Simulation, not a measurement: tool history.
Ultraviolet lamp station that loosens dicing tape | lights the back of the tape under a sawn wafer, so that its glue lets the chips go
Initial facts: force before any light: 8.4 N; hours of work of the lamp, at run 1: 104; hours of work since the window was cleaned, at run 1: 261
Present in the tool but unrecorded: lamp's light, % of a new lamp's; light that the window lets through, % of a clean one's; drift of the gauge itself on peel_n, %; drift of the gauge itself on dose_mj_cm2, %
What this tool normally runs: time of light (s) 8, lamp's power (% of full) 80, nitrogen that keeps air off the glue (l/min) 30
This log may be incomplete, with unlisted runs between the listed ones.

| run | hour | time of light (s) | lamp's power (% of full) | nitrogen that keeps air off the glue (l/min) | hours of work of the lamp | hours of work since the window was cleaned | force that peels the tape off (N) | light that reached the tape (J/m2) |
|---|---|---|---|---|---|---|---|---|
| 1 | 0 | 8 | 80 | 30 | 104 | 261 | 0.229 | 4250 |
| 2 | 7.7 | 8 | 80 | 30 | 108 | 266 | 0.225 | 4250 |
| 3 | 14.1 | 8 | 80 | 30 | 112 | 270 | 0.227 | 4250 |
| 4 | 22.6 | 9 | 80 | 30 | 117 | 275 | 0.177 | 4740 |
| 5 | 28.2 | 9 | 80 | 30 | 120 | 278 | 0.169 | 4700 |
| 6 | 35 | 9 | 80 | 30 | 124 | 282 | 0.186 | 4700 |
| 7 | 40.6 | 9 | 80 | 30 | 128 | 285 | 0.175 | 4690 |
| 8 | 49.3 | 9 | 80 | 30 | 133 | 290 | 0.183 | 4660 |
| 9 | 55.4 | 9 | 80 | 30 | 136 | 294 | 0.189 | 4740 |
| 10 | 60.6 | 9 | 80 | 30 | 139 | 297 | 0.184 | 4660 |
| 11 | 65.3 | 8 | 80 | 19 | 142 | 299 | 0.348 | 4170 |
| 12 | 72.8 | 8 | 80 | 11 | 146 | 304 | 0.535 | 4110 |
| 13 | 81.3 | 8 | 80 | 11 | 151 | 309 | 0.554 | 4140 |
|  | 82.4 | window cleaned of glue's vapour |
| 14 | 88.8 | 8 | 90 | 11 | 155 | 4 | 0.438 | 4600 |
| 15 | 98 | 8 | 90 | 11 | 161 | 9 | 0.43 | 4610 |
| 16 | 105.5 | 8 | 90 | 11 | 165 | 13 | 0.436 | 4590 |
|  | 113.2 | window cleaned of glue's vapour, once more |
| 17 | 114.9 | 8 | 90 | 11 | 170 | 1 | 0.4 | 4730 |
| 18 | 122.5 | 8 | 90 | 11 | 175 | 5 | 0.405 | 4710 |
| 19 | 126.6 | 8 | 80 | 36 | 177 | 8 | 0.214 | 4140 |
| 20 | 134.4 | 8 | 80 | 11 | 182 | 12 | 0.549 | 4180 |
| 21 | 142.7 | 8 | 80 | 11 | 187 | 17 | 0.521 | 4150 |
| 22 | 150.5 | 8 | 70 | 30 | 191 | 22 | 0.324 | 3630 |
| 23 | 154.4 | 13 | 64 | 11 | 194 | 24 | 0.283 | 5350 |
| 24 | 163.5 | 13 | 64 | 11 | 199 | 29 | 0.307 | 5310 |
| 25 | 170.6 | 13 | 64 | 11 | 203 | 34 | 0.284 | 5310 |
| 26 | 176.3 | 4 | 74 | 12 | 206 | 37 | 2.187 | 1880 |
| 27 | 184.1 | 4 | 74 | 12 | 211 | 41 | 2.148 | 1910 |
| 28 | 188.8 | 9 | 80 | 43 | 214 | 44 | 0.163 | 4560 |
| 29 | 195.4 | 9 | 89 | 9 | 217 | 48 | 0.402 | 5070 |
| 30 | 199.5 | 8 | 96 | 19 | 220 | 50 | 0.243 | 4870 |
| 31 | 206.2 | 8 | 96 | 19 | 224 | 54 | 0.233 | 4830 |
| 32 | 213.3 | 8 | 83 | 32 | 228 | 58 | 0.217 | 4200 |
| 33 | 219.2 | 16 | 80 | 34 | 231 | 62 | 0.117 | 8130 |
| 34 | 223.4 | 10 | 92 | 23 | 234 | 64 | 0.147 | 5870 |
| 35 | 232.3 | 8 | 97 | 21 | 239 | 70 | 0.213 | 4910 |
| 36 | 237.8 | 8 | 97 | 21 | 242 | 73 | 0.208 | 4840 |
| 37 | 246.3 | 7 | 66 | 23 | 247 | 78 | 0.679 | 2880 |
| 38 | 251.5 | 7 | 66 | 23 | 250 | 81 | 0.688 | 2930 |
| 39 | 257.6 | 9 | 81 | 45 | 254 | 84 | 0.163 | 4500 |
| 40 | 266.7 | 8 | 87 | 51 | 259 | 90 | 0.167 | 4330 |
| 41 | 271.9 | 8 | 80 | 13 | 262 | 93 | 0.534 | 3990 |
| 42 | 276.2 | 8 | 80 | 13 | 265 | 95 | 0.55 | 3960 |
| 43 | 285.2 | 6 | 81 | 13 | 270 | 100 | 0.997 | 2990 |

Forecast each of these 3 alternatives for the next run:
| A | 292.5 | 8 | 65 | 30 | 274 | 105 | ? | ? |
| B | 292.5 | 8 | 87 | 11 | 274 | 105 | ? | ? |
| C | 292.5 | 8 | 81 | 9 | 274 | 105 | ? | ? |

| run | force that peels the tape off (N) | light that reached the tape (J/m2) |
|---|---|---|
| A | 0.449 | 3220 |
| B | 0.503 | 4250 |
| C | 0.703 | 3940 |
Without the tool's hidden state the same runs would have given:
| run | force that peels the tape off (N) | light that reached the tape (J/m2) |
|---|---|---|
| A | 0.316 | 3720 |
| B | 0.355 | 4910 |
| C | 0.502 | 4560 |

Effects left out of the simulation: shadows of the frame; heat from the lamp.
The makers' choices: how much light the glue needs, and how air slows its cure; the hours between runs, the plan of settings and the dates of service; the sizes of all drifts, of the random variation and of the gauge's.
